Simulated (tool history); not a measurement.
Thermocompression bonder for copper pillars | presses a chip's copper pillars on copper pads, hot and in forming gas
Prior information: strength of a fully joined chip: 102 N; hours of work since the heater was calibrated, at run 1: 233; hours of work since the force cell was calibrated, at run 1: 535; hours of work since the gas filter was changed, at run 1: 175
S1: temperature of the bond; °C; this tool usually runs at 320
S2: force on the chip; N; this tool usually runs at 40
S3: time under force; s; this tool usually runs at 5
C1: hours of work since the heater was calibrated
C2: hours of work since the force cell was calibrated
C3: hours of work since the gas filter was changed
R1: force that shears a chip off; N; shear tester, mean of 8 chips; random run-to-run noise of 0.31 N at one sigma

run	day	S1	S2	S3	C1	C2	C3	R1
1	0.000	320	40	5	233	535	175	44.5
2	0.983	320	40	5	244	546	186	44.8
3	2.046	320	34	5	256	557	198	39.1
4	2.988	320	34	5	266	568	208	39.3
5	4.079	320	40	5	278	580	220	44.7
6	5.133	320	40	5	290	591	232	44.2
7	6.388	320	40	4	304	605	246	40.6
8	7.208	320	40	4	313	614	255	41.5
9	7.833	320	40	5	320	621	262	44.6
10	9.088	320	40	5	334	635	276	44.2
# day 9.200: forming gas filter changed
11	10.175	320	40	5	345	647	11	47.6
12	11.100	320	40	5	356	657	21	47.8
13	11.821	320	40	5	363	665	29	47.6
14	13.075	320	40	5	377	679	43	47.4
15	14.192	320	34	5	390	691	55	41.9
16	15.283	320	34	5	402	703	67	42.3
17	16.379	314	57	5	414	715	79	58.0
18	17.079	329	34	14	422	723	87	63.3
19	18.021	320	33	5	432	734	97	40.8
20	18.633	320	33	6	439	740	104	44.0
21	19.467	336	27	3	448	749	113	33.2
22	20.667	320	40	8	461	763	127	55.5
23	21.654	327	40	8	472	774	138	59.4

Below are 3 alternative next runs, each starting from the tool's condition after run 23. Predict each:
A	22.238	290	40	5	478	780	144	?
B	22.238	327	40	13	478	780	144	?
C	22.238	349	58	8	478	780	144	?

run	R1
A	34.0
B	67.6
C	82.0
The same runs, with their run-to-run variation unchanged, on a tool lacking any hidden condition would have given:
run	R1
A	30.7
B	64.2
C	80.2

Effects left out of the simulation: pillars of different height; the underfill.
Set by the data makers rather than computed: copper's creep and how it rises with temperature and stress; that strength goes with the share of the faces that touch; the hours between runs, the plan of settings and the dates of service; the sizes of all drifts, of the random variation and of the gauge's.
